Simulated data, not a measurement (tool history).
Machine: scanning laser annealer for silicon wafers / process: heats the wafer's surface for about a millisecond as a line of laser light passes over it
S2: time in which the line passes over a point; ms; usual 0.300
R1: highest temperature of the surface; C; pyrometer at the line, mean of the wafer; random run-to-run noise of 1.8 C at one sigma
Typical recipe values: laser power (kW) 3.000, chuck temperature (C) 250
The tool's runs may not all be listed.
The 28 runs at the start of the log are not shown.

Run 29, hour 231.0: usual settings but S2 0.363 ms, chuck temperature (C) 238. Result: R1 1086 C.
Run 30, hour 236.8: usual settings but S2 0.363 ms, chuck temperature (C) 238. Result: R1 1089 C.
Run 31, hour 242.0: usual settings but S2 0.363 ms, chuck temperature (C) 238. Result: R1 1089 C.
Run 32, hour 252.6: usual settings but laser power (kW) 3.084, chuck temperature (C) 246. Result: R1 1034 C.
Run 33, hour 261.5: usual settings but laser power (kW) 2.595, S2 0.239 ms, chuck temperature (C) 259. Result: R1 843 C.
Run 34, hour 266.7: usual settings but laser power (kW) 2.595, S2 0.239 ms, chuck temperature (C) 259. Result: R1 842 C.
Run 35, hour 272.2: usual settings but laser power (kW) 2.595, S2 0.239 ms, chuck temperature (C) 259. Result: R1 843 C.
Run 36, hour 281.2: usual settings but laser power (kW) 2.968, S2 0.233 ms. Result: R1 912 C.
Run 37, hour 292.0: usual settings but laser power (kW) 2.968, S2 0.322 ms, chuck temperature (C) 267. Result: R1 1055 C.
Run 38, hour 297.5: usual settings but laser power (kW) 2.858, S2 0.260 ms. Result: R1 924 C.
Run 39, hour 304.3: usual settings but laser power (kW) 2.650, S2 0.238 ms. Result: R1 846 C.
Run 40, hour 311.5: usual settings but laser power (kW) 3.294, S2 0.372 ms, chuck temperature (C) 248. Result: R1 1194 C.

Forecast each of these 4 alternatives for the next run:
Run A, hour 321.4: usual settings but laser power (kW) 2.676, S2 0.372 ms, chuck temperature (C) 248. Result: R1 ?.
Run B, hour 321.4: usual settings but laser power (kW) 3.294, S2 0.235 ms, chuck temperature (C) 248. Result: R1 ?.
Run C, hour 321.4: usual settings but laser power (kW) 2.779, chuck temperature (C) 224. Result: R1 ?.
Run D, hour 321.4: usual settings but laser power (kW) 2.617, S2 0.227 ms, chuck temperature (C) 219. Result: R1 ?.

run    R1
  A  1015
  B   989
  C   932
  D   791
Take away the tool's hidden state, keep each run's random variation, and the runs would have read:
run    R1
  A  1026
  B  1000
  C   942
  D   800
